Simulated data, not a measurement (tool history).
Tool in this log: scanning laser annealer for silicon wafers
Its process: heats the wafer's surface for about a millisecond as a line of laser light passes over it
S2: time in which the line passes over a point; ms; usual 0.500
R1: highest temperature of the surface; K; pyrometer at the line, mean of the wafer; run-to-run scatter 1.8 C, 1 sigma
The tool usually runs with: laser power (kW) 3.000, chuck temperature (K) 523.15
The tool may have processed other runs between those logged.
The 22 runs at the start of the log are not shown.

run 23 hour=160.0 | laser_power_(kW)=3.125 S2=0.389 chuck_temperature_(K)=501.15 | R1=1204.15
run 24 hour=165.0 | laser_power_(kW)=2.564 S2=0.472 chuck_temperature_(K)=492.15 | R1=1135.15
run 25 hour=170.6 | laser_power_(kW)=3.260 S2=0.472 chuck_temperature_(K)=492.15 | R1=1290.15
run 26 hour=181.0 | laser_power_(kW)=2.825 S2=0.500 chuck_temperature_(K)=523.15 | R1=1247.15
run 27 hour=188.0 | laser_power_(kW)=3.112 S2=0.481 chuck_temperature_(K)=523.15 | R1=1298.15
run 28 hour=194.7 | laser_power_(kW)=2.890 S2=0.481 chuck_temperature_(K)=513.15 | R1=1239.15
run 29 hour=204.4 | laser_power_(kW)=3.213 S2=0.376 chuck_temperature_(K)=551.15 | R1=1257.15
run 30 hour=213.5 | laser_power_(kW)=3.247 S2=0.396 chuck_temperature_(K)=523.15 | R1=1255.15
run 31 hour=221.6 | laser_power_(kW)=3.247 S2=0.396 chuck_temperature_(K)=494.15 | R1=1223.15
run 32 hour=229.3 | laser_power_(kW)=3.000 S2=0.612 chuck_temperature_(K)=547.15 | R1=1385.15
run 33 hour=237.5 | laser_power_(kW)=2.628 S2=0.500 chuck_temperature_(K)=557.15 | R1=1231.15
run 34 hour=243.9 | laser_power_(kW)=3.231 S2=0.577 chuck_temperature_(K)=554.15 | R1=1424.15
run 35 hour=252.6 | laser_power_(kW)=3.231 S2=0.577 chuck_temperature_(K)=554.15 | R1=1426.15
run 36 hour=262.9 | laser_power_(kW)=3.000 S2=0.391 chuck_temperature_(K)=485.15 | R1=1163.15
run 37 hour=268.3 | laser_power_(kW)=3.000 S2=0.529 chuck_temperature_(K)=555.15 | R1=1338.15
run 38 hour=273.2 | laser_power_(kW)=3.202 S2=0.481 chuck_temperature_(K)=536.15 | R1=1325.15
run 39 hour=282.6 | laser_power_(kW)=2.800 S2=0.405 chuck_temperature_(K)=514.15 | R1=1159.15
run 40 hour=289.7 | laser_power_(kW)=2.800 S2=0.405 chuck_temperature_(K)=545.15 | R1=1190.15

Each row is a separate what-if for the run after 40, all from the same tool condition, not one after another. Results?
run A hour=294.2 | laser_power_(kW)=2.789 S2=0.437 chuck_temperature_(K)=536.15 | R1=?
run B hour=294.2 | laser_power_(kW)=2.901 S2=0.500 chuck_temperature_(K)=550.15 | R1=?
run C hour=294.2 | laser_power_(kW)=2.800 S2=0.389 chuck_temperature_(K)=545.15 | R1=?
run D hour=294.2 | laser_power_(kW)=3.088 S2=0.434 chuck_temperature_(K)=513.15 | R1=?

run=A R1=1200.15
run=B R1=1286.15
run=C R1=1176.15
run=D R1=1239.15
Without the tool's unlogged condition, the same runs would have read:
run=A R1=1222.15
run=B R1=1310.15
run=C R1=1197.15
run=D R1=1263.15

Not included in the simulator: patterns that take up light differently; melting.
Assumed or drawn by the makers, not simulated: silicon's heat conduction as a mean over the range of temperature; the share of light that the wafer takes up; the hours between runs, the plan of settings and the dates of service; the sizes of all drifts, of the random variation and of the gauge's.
